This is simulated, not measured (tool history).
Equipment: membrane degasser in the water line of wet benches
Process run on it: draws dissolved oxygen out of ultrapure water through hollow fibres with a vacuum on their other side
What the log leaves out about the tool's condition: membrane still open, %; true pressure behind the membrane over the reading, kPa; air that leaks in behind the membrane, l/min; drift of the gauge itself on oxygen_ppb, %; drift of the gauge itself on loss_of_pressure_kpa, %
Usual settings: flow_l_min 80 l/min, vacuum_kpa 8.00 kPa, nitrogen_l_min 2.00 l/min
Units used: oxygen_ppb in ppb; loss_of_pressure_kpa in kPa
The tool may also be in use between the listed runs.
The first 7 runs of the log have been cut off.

run,hour,flow_l_min,vacuum_kpa,nitrogen_l_min,hours since the membrane was changed,hours since the vacuum gauge was calibrated,hours since the vacuum lines were made tight,oxygen_ppb,loss_of_pressure_kpa
8,1368.1,80,8.00,2.00,3633,5219,5219,378.7,35.48
9,1628.7,80,18.01,2.00,3893,5480,5480,1062.9,35.29
# hour 1862.3: vacuum gauge calibrated
10,1864.0,80,18.01,2.00,4128,2,5714,1073.5,35.97
11,2126.3,80,8.00,2.00,4390,264,5977,378.1,35.55
12,2366.1,80,8.00,2.00,4630,504,6216,380.0,35.60
13,2591.8,80,8.00,2.00,4856,730,6442,380.3,35.63
14,2824.4,80,8.00,2.00,5088,962,6675,377.4,35.51
15,2988.8,80,8.00,2.00,5253,1127,6839,381.6,35.81
16,3151.6,80,8.00,2.00,5416,1289,7002,379.9,35.84
17,3306.9,77,7.69,2.50,5571,1445,7157,290.0,34.59
18,3468.5,77,7.69,2.50,5733,1606,7319,289.3,34.81
19,3637.9,77,7.69,2.50,5902,1776,7488,289.7,34.62
20,3908.7,77,11.65,2.11,6173,2046,7759,600.5,34.77
21,4062.0,77,15.41,2.89,6326,2200,7912,662.9,34.72

Forecast run 22:
22,4253.3,80,9.81,2.75,6517,2391,8104,?,?

{"run 22": {"oxygen_ppb": 400.3, "loss_of_pressure_kpa": 35.88}}
Had the tool carried no hidden state, the very same run would have given oxygen_ppb 396.6 ppb, loss_of_pressure_kpa 34.76 kPa.

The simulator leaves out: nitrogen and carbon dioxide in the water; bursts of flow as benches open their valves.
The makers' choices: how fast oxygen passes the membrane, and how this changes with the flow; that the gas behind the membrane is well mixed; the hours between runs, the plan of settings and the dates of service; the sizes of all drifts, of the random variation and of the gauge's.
